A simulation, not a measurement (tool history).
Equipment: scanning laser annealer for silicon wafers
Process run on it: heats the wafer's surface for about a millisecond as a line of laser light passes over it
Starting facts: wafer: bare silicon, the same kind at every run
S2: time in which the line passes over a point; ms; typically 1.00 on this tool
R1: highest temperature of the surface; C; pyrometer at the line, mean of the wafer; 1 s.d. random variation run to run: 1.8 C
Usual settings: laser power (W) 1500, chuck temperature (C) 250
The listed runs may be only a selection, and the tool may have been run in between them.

run 1 hour=0.0 | laser_power_(W)=1500 S2=1.00 chuck_temperature_(C)=250 | R1=1027
-- hour=36.3 window over the wafer cleaned
run 2 hour=40.4 | laser_power_(W)=1496 S2=1.00 chuck_temperature_(C)=250 | R1=1027
run 3 hour=76.1 | laser_power_(W)=1500 S2=1.00 chuck_temperature_(C)=250 | R1=1029
run 4 hour=125.5 | laser_power_(W)=1500 S2=1.00 chuck_temperature_(C)=250 | R1=1028
run 5 hour=156.6 | laser_power_(W)=1500 S2=1.00 chuck_temperature_(C)=250 | R1=1027
run 6 hour=216.6 | laser_power_(W)=1500 S2=1.00 chuck_temperature_(C)=250 | R1=1027
-- hour=233.2 optics aligned, line set to its width
run 7 hour=263.8 | laser_power_(W)=1500 S2=1.00 chuck_temperature_(C)=250 | R1=1025
run 8 hour=295.8 | laser_power_(W)=1500 S2=1.00 chuck_temperature_(C)=250 | R1=1032
run 9 hour=339.2 | laser_power_(W)=1500 S2=1.00 chuck_temperature_(C)=228 | R1=1007
run 10 hour=374.0 | laser_power_(W)=1500 S2=1.00 chuck_temperature_(C)=234 | R1=1014
run 11 hour=405.7 | laser_power_(W)=1500 S2=1.00 chuck_temperature_(C)=234 | R1=1012
run 12 hour=454.0 | laser_power_(W)=1500 S2=1.00 chuck_temperature_(C)=230 | R1=1006
run 13 hour=488.7 | laser_power_(W)=1500 S2=1.00 chuck_temperature_(C)=250 | R1=1030
run 14 hour=532.2 | laser_power_(W)=1500 S2=1.00 chuck_temperature_(C)=250 | R1=1027
run 15 hour=567.3 | laser_power_(W)=1316 S2=1.00 chuck_temperature_(C)=264 | R1=949
run 16 hour=617.3 | laser_power_(W)=1316 S2=1.00 chuck_temperature_(C)=264 | R1=950
run 17 hour=668.3 | laser_power_(W)=1591 S2=0.87 chuck_temperature_(C)=262 | R1=1024
run 18 hour=713.9 | laser_power_(W)=1508 S2=0.87 chuck_temperature_(C)=218 | R1=943
run 19 hour=772.3 | laser_power_(W)=1508 S2=0.87 chuck_temperature_(C)=218 | R1=937
run 20 hour=817.0 | laser_power_(W)=1508 S2=0.87 chuck_temperature_(C)=218 | R1=937
run 21 hour=869.2 | laser_power_(W)=1504 S2=0.73 chuck_temperature_(C)=266 | R1=915
run 22 hour=909.2 | laser_power_(W)=1500 S2=0.95 chuck_temperature_(C)=222 | R1=977
run 23 hour=953.9 | laser_power_(W)=1500 S2=0.95 chuck_temperature_(C)=222 | R1=978
run 24 hour=1010.8 | laser_power_(W)=1346 S2=0.86 chuck_temperature_(C)=275 | R1=916
run 25 hour=1065.2 | laser_power_(W)=1346 S2=0.86 chuck_temperature_(C)=275 | R1=913
-- hour=1096.0 window over the wafer cleaned
run 26 hour=1107.0 | laser_power_(W)=1346 S2=0.87 chuck_temperature_(C)=275 | R1=922
run 27 hour=1131.2 | laser_power_(W)=1500 S2=1.00 chuck_temperature_(C)=286 | R1=1066
run 28 hour=1169.9 | laser_power_(W)=1319 S2=1.03 chuck_temperature_(C)=263 | R1=964

Predict each of these 5 candidate next runs independently; none follows another, all start after run 28:
run A hour=1221.9 | laser_power_(W)=1319 S2=1.03 chuck_temperature_(C)=276 | R1=?
run B hour=1221.9 | laser_power_(W)=1562 S2=1.00 chuck_temperature_(C)=250 | R1=?
run C hour=1221.9 | laser_power_(W)=1308 S2=1.20 chuck_temperature_(C)=250 | R1=?
run D hour=1221.9 | laser_power_(W)=1352 S2=0.84 chuck_temperature_(C)=219 | R1=?
run E hour=1221.9 | laser_power_(W)=1319 S2=1.03 chuck_temperature_(C)=231 | R1=?

run=A R1=976
run=B R1=1062
run=C R1=1007
run=D R1=856
run=E R1=929
What these runs would have given with no unlogged condition in the tool:
run=A R1=976
run=B R1=1062
run=C R1=1007
run=D R1=856
run=E R1=928
